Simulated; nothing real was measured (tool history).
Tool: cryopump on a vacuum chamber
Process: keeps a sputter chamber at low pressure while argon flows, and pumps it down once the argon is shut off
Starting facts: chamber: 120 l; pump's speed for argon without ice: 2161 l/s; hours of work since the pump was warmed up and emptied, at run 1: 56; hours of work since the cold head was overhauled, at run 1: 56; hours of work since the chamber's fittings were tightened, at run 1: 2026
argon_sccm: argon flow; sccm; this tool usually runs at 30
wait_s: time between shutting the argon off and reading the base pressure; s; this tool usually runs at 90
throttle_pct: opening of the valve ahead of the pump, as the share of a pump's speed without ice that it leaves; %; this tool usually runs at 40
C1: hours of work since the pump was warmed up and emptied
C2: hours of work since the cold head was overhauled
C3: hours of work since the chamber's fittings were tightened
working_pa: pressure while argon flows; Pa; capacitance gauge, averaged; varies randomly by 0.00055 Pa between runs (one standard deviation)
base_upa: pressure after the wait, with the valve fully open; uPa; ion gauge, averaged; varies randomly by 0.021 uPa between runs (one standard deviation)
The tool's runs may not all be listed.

Run 1, hour 0.0: usual settings; C1 56; C2 56; C3 2026. Result: working_pa 0.0589 Pa, base_upa 1.29 uPa.
Run 2, hour 20.1: usual settings; C1 71; C2 71; C3 2041. Result: working_pa 0.0600 Pa, base_upa 1.24 uPa.
Run 3, hour 38.4: usual settings but wait_s 208 s; C1 84; C2 84; C3 2054. Result: working_pa 0.0590 Pa, base_upa 1.17 uPa.
Run 4, hour 68.3: usual settings; C1 106; C2 106; C3 2076. Result: working_pa 0.0600 Pa, base_upa 1.28 uPa.
Run 5, hour 83.4: usual settings; C1 117; C2 117; C3 2087. Result: working_pa 0.0595 Pa, base_upa 1.37 uPa.
Run 6, hour 105.0: usual settings but argon_sccm 59 sccm, wait_s 98 s, throttle_pct 60 %; C1 132; C2 132; C3 2102. Result: working_pa 0.0799 Pa, base_upa 1.34 uPa.
Run 7, hour 120.8: usual settings but argon_sccm 59 sccm, wait_s 98 s, throttle_pct 60 %; C1 144; C2 144; C3 2114. Result: working_pa 0.0796 Pa, base_upa 1.32 uPa.
Run 8, hour 146.5: usual settings but argon_sccm 59 sccm, wait_s 98 s, throttle_pct 60 %; C1 162; C2 162; C3 2132. Result: working_pa 0.0800 Pa, base_upa 1.36 uPa.
Run 9, hour 178.5: usual settings but argon_sccm 59 sccm, wait_s 98 s, throttle_pct 60 %; C1 186; C2 186; C3 2155. Result: working_pa 0.0807 Pa, base_upa 1.35 uPa.
Run 10, hour 210.7: usual settings but argon_sccm 17 sccm, wait_s 103 s, throttle_pct 27 %; C1 209; C2 209; C3 2179. Result: working_pa 0.0509 Pa, base_upa 1.41 uPa.

5 ways to go on from here, each from the tool as it stands after run 10. What would each give?
Run A, hour 227.6: usual settings but argon_sccm 14 sccm, wait_s 68 s; C1 221; C2 221; C3 2191. Result: working_pa ?, base_upa ?.
Run B, hour 227.6: usual settings but argon_sccm 17 sccm, wait_s 294 s, throttle_pct 33 %; C1 221; C2 221; C3 2191. Result: working_pa ?, base_upa ?.
Run C, hour 227.6: usual settings but argon_sccm 16 sccm, wait_s 38 s, throttle_pct 22 %; C1 221; C2 221; C3 2191. Result: working_pa ?, base_upa ?.
Run D, hour 227.6: usual settings but argon_sccm 17 sccm, wait_s 286 s, throttle_pct 56 %; C1 221; C2 221; C3 2191. Result: working_pa ?, base_upa ?.
Run E, hour 227.6: usual settings but argon_sccm 14 sccm, wait_s 103 s, throttle_pct 58 %; C1 221; C2 221; C3 2191. Result: working_pa ?, base_upa ?.

run  working_pa  base_upa
  A      0.0277      1.44
  B      0.0420      1.26
  C      0.0581      1.63
  D      0.0249      1.27
  E      0.0191      1.34
Without the tool's unlogged condition, the same runs would have read:
run  working_pa  base_upa
  A      0.0267      0.38
  B      0.0408      0.18
  C      0.0570      0.55
  D      0.0237      0.21
  E      0.0181      0.29
